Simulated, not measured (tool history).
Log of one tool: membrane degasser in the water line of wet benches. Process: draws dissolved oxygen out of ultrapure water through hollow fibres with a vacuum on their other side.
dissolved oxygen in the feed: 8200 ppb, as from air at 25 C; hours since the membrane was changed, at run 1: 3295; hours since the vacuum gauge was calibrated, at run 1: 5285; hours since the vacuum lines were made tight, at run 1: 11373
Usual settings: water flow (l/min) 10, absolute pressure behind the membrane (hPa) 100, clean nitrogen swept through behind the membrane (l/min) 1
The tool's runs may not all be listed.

run     day  water flow (l/min)  absolute pressure behind the membrane (hPa)  clean nitrogen swept through behind the membrane (l/min)  hours since the membrane was changed  hours since the vacuum gauge was calibrated  hours since the vacuum lines were made tight  dissolved oxygen in the water behind the degasser (ppb)  pressure that the water loses in the fibres (hPa)
  1       0                  10                                          100                                                         1                                  3295                                         5285                                         11373                                                    174.3                                              619.4
  2   2.179                  10                                          100                                                         1                                  3348                                         5337                                         11426                                                    173.5                                              617.3
  3   5.271                  10                                          100                                                         1                                  3422                                         5412                                         11500                                                    171.1                                              621.4
  4   8.554                  10                                          100                                                         1                                  3501                                         5490                                         11579                                                    175.4                                              616.4
  5  11.517                   7                                          100                                                         1                                  3572                                         5561                                         11650                                                    119.2                                              433.3
  6  13.575                  10                                          100                                                         1                                  3621                                         5611                                         11699                                                    173.3                                              620.1
  7  15.575                  10                                          100                                                         1                                  3669                                         5659                                         11747                                                    173.3                                              618.7
  8  18.717                  16                                          132                                                      0.87                                  3745                                         5734                                         11822                                                    452.1                                              989.2
  9  21.546                   7                                           61                                                      0.87                                  3812                                         5802                                         11890                                                     59.7                                              433.9
 10  23.804                   7                                           76                                                      0.52                                  3867                                         5856                                         11945                                                    138.2                                              429.8
 11  25.496                   7                                           76                                                      0.52                                  3907                                         5897                                         11985                                                    139.9                                              431.6
 12   27.15                  15                                           77                                                      1.74                                  3947                                         5937                                         12025                                                    139.3                                                922
 13  28.912                   7                                           99                                                       0.5                                  3989                                         5979                                         12067                                                    213.8                                              431.3
 14  31.688                  10                                           61                                                      0.71                                  4056                                         6046                                         12134                                                    106.8                                              622.6

Forecast each of these 5 alternatives for the next run:
  A  35.5                   8                                          135                                                      0.44                                  4147                                         6137                                         12225                                                        ?                                                  ?
  B  35.5                   7                                          104                                                      0.77                                  4147                                         6137                                         12225                                                        ?                                                  ?
  C  35.5                  10                                          100                                                      0.88                                  4147                                         6137                                         12225                                                        ?                                                  ?
  D  35.5                   9                                           66                                                      2.65                                  4147                                         6137                                         12225                                                        ?                                                  ?
  E  35.5                  11                                           61                                                      0.69                                  4147                                         6137                                         12225                                                        ?                                                  ?

run  dissolved oxygen in the water behind the degasser (ppb)  pressure that the water loses in the fibres (hPa)
  A                                                    418.5                                              494.2
  B                                                    157.1                                              430.8
  C                                                    190.2                                              618.9
  D                                                     38.4                                              555.2
  E                                                    124.9                                              675.6
Without the tool's hidden state the same runs would have given:
run  dissolved oxygen in the water behind the degasser (ppb)  pressure that the water loses in the fibres (hPa)
  A                                                    418.2                                              494.1
  B                                                    156.9                                              430.7
  C                                                      190                                              618.7
  D                                                     38.3                                              555.1
  E                                                    124.6                                              675.5
